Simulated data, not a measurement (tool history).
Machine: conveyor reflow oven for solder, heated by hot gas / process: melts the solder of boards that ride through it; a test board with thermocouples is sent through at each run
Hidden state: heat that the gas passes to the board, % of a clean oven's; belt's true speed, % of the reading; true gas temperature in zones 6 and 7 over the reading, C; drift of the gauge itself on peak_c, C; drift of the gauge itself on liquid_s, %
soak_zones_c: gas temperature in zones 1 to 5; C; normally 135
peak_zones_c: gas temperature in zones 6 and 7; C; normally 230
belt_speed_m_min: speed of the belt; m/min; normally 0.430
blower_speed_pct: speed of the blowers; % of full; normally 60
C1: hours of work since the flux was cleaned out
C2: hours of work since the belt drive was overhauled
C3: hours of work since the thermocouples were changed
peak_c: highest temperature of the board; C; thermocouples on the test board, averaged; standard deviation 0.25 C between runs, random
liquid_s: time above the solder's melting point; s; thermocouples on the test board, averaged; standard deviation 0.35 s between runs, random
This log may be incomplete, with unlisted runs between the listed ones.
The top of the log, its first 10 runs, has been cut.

Run 11, hour 78.1: usual settings but soak_zones_c 139 C; C1 94; C2 414; C3 204. Result: peak_c 216.2 C, liquid_s 83.5 s.
Run 12, hour 87.4: usual settings; C1 99; C2 419; C3 208. Result: peak_c 215.9 C, liquid_s 80.8 s.
Run 13, hour 96.6: usual settings; C1 103; C2 424; C3 213. Result: peak_c 215.1 C, liquid_s 80.7 s.
Run 14, hour 101.9: usual settings; C1 106; C2 426; C3 216. Result: peak_c 215.5 C, liquid_s 81.2 s.
Run 15, hour 113.4: usual settings; C1 112; C2 432; C3 221. Result: peak_c 215.4 C, liquid_s 81.1 s.
Run 16, hour 119.8: usual settings but peak_zones_c 224 C; C1 115; C2 435; C3 225. Result: peak_c 209.9 C, liquid_s 74.2 s.
Run 17, hour 129.0: usual settings but blower_speed_pct 59 % of full; C1 120; C2 440; C3 229. Result: peak_c 215.2 C, liquid_s 80.0 s.
Run 18, hour 137.5: usual settings but soak_zones_c 127 C, peak_zones_c 232 C, belt_speed_m_min 0.502 m/min, blower_speed_pct 85 % of full; C1 124; C2 444; C3 234. Result: peak_c 218.1 C, liquid_s 68.5 s.
Run 19, hour 147.7: usual settings but soak_zones_c 127 C, peak_zones_c 232 C, belt_speed_m_min 0.456 m/min, blower_speed_pct 85 % of full; C1 129; C2 449; C3 239. Result: peak_c 220.6 C, liquid_s 79.6 s.
Run 20, hour 157.8: usual settings but soak_zones_c 127 C, peak_zones_c 232 C, belt_speed_m_min 0.379 m/min, blower_speed_pct 85 % of full; C1 134; C2 454; C3 244. Result: peak_c 224.5 C, liquid_s 102.5 s.
Run 21, hour 166.6: usual settings but soak_zones_c 127 C, peak_zones_c 232 C, belt_speed_m_min 0.379 m/min, blower_speed_pct 85 % of full; C1 139; C2 459; C3 248. Result: peak_c 224.6 C, liquid_s 102.2 s.
Run 22, hour 177.4: usual settings but soak_zones_c 127 C, peak_zones_c 222 C, belt_speed_m_min 0.398 m/min, blower_speed_pct 85 % of full; C1 144; C2 464; C3 254. Result: peak_c 214.1 C, liquid_s 86.3 s.
Run 23, hour 184.8: usual settings but soak_zones_c 132 C, peak_zones_c 244 C, belt_speed_m_min 0.370 m/min, blower_speed_pct 53 % of full; C1 148; C2 468; C3 257. Result: peak_c 229.6 C, liquid_s 109.5 s.
Run 24, hour 189.5: usual settings but belt_speed_m_min 0.421 m/min, blower_speed_pct 56 % of full; C1 150; C2 470; C3 260. Result: peak_c 214.5 C, liquid_s 81.3 s.
Run 25, hour 195.2: usual settings but belt_speed_m_min 0.421 m/min, blower_speed_pct 56 % of full; C1 153; C2 473; C3 263. Result: peak_c 214.7 C, liquid_s 81.3 s.
Run 26, hour 205.2: usual settings but belt_speed_m_min 0.421 m/min, blower_speed_pct 56 % of full; C1 158; C2 478; C3 268. Result: peak_c 214.6 C, liquid_s 82.0 s.
Run 27, hour 213.3: usual settings but soak_zones_c 125 C, belt_speed_m_min 0.421 m/min, blower_speed_pct 71 % of full; C1 162; C2 482; C3 272. Result: peak_c 217.6 C, liquid_s 82.2 s.
Run 28, hour 222.7: usual settings but soak_zones_c 123 C, belt_speed_m_min 0.482 m/min, blower_speed_pct 71 % of full; C1 167; C2 487; C3 276. Result: peak_c 212.9 C, liquid_s 64.6 s.
At hour 231.8: flux residue cleaned out of gas plates and filters.
Run 29, hour 234.2: usual settings but soak_zones_c 127 C, peak_zones_c 241 C, belt_speed_m_min 0.454 m/min, blower_speed_pct 55 % of full; C1 1; C2 490; C3 280. Result: peak_c 220.1 C, liquid_s 76.9 s.
Run 30, hour 241.3: usual settings but soak_zones_c 149 C, belt_speed_m_min 0.403 m/min, blower_speed_pct 56 % of full; C1 5; C2 494; C3 283. Result: peak_c 218.4 C, liquid_s 98.3 s.

The next listed run, before its measurement:
Run 31, hour 251.1: usual settings but soak_zones_c 122 C, peak_zones_c 241 C, belt_speed_m_min 0.358 m/min, blower_speed_pct 53 % of full; C1 10; C2 499; C3 288. Result: peak_c ?, liquid_s ?.

Run 31 gave peak_c 227.0 C, liquid_s 106.1 s.
On a tool with no hidden condition, and with the same random variation, this run would have come out at peak_c 226.9 C, liquid_s 106.0 s.
